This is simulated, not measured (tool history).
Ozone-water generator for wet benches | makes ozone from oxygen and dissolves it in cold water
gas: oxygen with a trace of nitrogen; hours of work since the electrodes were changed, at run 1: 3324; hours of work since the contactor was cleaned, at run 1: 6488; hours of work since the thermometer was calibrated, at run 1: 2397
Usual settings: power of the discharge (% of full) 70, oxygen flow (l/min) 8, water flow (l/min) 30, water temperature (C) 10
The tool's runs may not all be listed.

run,hour,power of the discharge (% of full),oxygen flow (l/min),water flow (l/min),water temperature (C),hours of work since the electrodes were changed,hours of work since the contactor was cleaned,hours of work since the thermometer was calibrated,dissolved ozone (ppm),ozone in the gas ahead of the water (g/m3)
1,0,70,8,30,10,3324,6488,2397,32,228
2,73.3,70,8,30,10,3388,6552,2460,31.7,227.7
3,145.5,70,8,30,10,3451,6615,2523,31.8,226.5
4,234.1,96,8,30,10,3528,6692,2600,39.8,283.6
5,317.3,96,8,30,10,3600,6764,2672,39.6,281.9
6,378.4,96,8,30,10,3653,6817,2725,40.1,283.2
7,482.5,96,8,30,10,3743,6907,2816,39.5,283.6
8,559.9,70,8,30,10,3811,6974,2883,31.9,225.1
9,650.6,70,8,30,10,3889,7053,2962,31.9,227.2
10,747.8,70,8,30,10,3974,7138,3046,31.8,227.1
11,848.9,70,8,30,10,4061,7225,3134,31.7,225.3
12,920.7,70,8,30,10,4124,7288,3196,32,226.4
13,991.5,70,8,30,9,4185,7349,3258,32.2,226.9
14,1048.8,70,8,30,9,4235,7399,3307,32.1,225.3
15,1111.2,70,13.23,30,10,4289,7453,3361,30.7,166.6
16,1221.1,70,8,27,10,4385,7548,3457,34.3,225.7
# hour 1249.3: water thermometer calibrated
17,1303.1,70,8,27,10,4455,7619,47,34.6,227.7
18,1359.1,70,8,27,10,4504,7668,95,34.6,226.4
19,1456,87,8,22,10,4588,7752,179,46.4,263.7
20,1551.8,87,8,22,10,4671,7835,263,46.9,264.5
21,1639.2,81,8,22,10,4747,7911,339,44.4,252.8

Run 22 comes next. What will it give?
22,1717.8,81,8,22,7,4815,7979,407,?,?

dissolved ozone (ppm): 46.3
ozone in the gas ahead of the water (g/m3): 251
Without the tool's hidden state the same run would have given dissolved ozone (ppm) 46.4, ozone in the gas ahead of the water (g/m3) 251.2.
